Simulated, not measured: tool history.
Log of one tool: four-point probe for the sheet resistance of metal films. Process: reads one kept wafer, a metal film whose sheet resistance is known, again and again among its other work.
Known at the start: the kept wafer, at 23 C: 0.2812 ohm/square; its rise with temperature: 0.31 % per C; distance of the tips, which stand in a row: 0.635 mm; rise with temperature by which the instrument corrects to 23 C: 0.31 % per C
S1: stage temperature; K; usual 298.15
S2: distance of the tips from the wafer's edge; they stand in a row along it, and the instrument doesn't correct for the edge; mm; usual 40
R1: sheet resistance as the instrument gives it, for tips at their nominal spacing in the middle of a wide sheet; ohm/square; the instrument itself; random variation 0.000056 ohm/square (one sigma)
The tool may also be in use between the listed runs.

run,hour,S1,S2,R1
1,0.0,298.15,40,0.280511
2,54.8,298.15,4,0.284188
3,94.0,298.15,4,0.284293
4,158.9,302.15,4,0.284180
5,199.0,302.15,4,0.284142
6,233.5,298.15,40,0.280307
7,299.3,298.15,4,0.284000
8,331.7,298.15,3,0.286904
9,398.8,298.15,40,0.280132
10,441.9,298.15,40,0.280120
11,488.9,298.15,40,0.280237
12,563.2,296.15,40,0.280059
13,635.7,296.15,40,0.280031
# hour 642.5: stage's thermometer calibrated
14,668.5,298.15,68,0.280036
15,733.1,298.15,40,0.280030
16,768.4,298.15,40,0.279961
17,830.6,298.15,40,0.279970
18,880.7,298.15,42,0.279933
19,930.1,298.15,42,0.279939
20,1000.4,298.15,40,0.279780
# hour 1007.4: stage's thermometer calibrated, once more
21,1044.3,298.15,40,0.279923
22,1108.5,300.15,40,0.279964
23,1182.9,299.15,4,0.283636
24,1237.1,299.15,4,0.283522
25,1269.5,291.15,40,0.279720
26,1320.2,299.15,40,0.279913
27,1385.5,295.15,12,0.280069
28,1449.7,295.15,12,0.280078
29,1520.3,293.15,31,0.279540
30,1577.7,293.15,31,0.279536
31,1651.7,293.15,4,0.283168
32,1690.4,292.15,40,0.279432
33,1752.9,302.15,16,0.279763
34,1819.4,298.15,13,0.279721
35,1852.4,298.15,13,0.279739
36,1904.8,292.15,11,0.279719
37,1955.5,307.15,16,0.279648
38,2022.4,307.15,16,0.279665
39,2080.9,303.15,9,0.280000
40,2131.1,303.15,40,0.279273
41,2179.6,303.15,40,0.279272
42,2236.3,300.15,58,0.279163
43,2306.8,300.15,40,0.278998
44,2360.7,301.15,45,0.279071

Measured less the same run without the tool's hidden state. The same run-to-run variation is in both; the gauge's scatter may not be:
The hidden state here: inner tips' distance over the nominal, %; tips' flats over new ones', %; wafer's true temperature over the reading, C; drift of the gauge itself on sheet_ohm, %.
run,R1
1,-0.000769
2,-0.000814
3,-0.000839
4,-0.000882
5,-0.000906
6,-0.000919
7,-0.000974
8,-0.001005
9,-0.001027
10,-0.001056
11,-0.001090
12,-0.001139
13,-0.001188
14,-0.001237
15,-0.001278
16,-0.001300
17,-0.001340
18,-0.001370
19,-0.001402
20,-0.001446
21,-0.001322
22,-0.001363
23,-0.001430
24,-0.001464
25,-0.001472
26,-0.001506
27,-0.001549
28,-0.001592
29,-0.001641
30,-0.001678
31,-0.001745
32,-0.001751
33,-0.001791
34,-0.001837
35,-0.001863
36,-0.001900
37,-0.001928
38,-0.001973
39,-0.002016
40,-0.002043
41,-0.002077
42,-0.002116
43,-0.002163
44,-0.002195
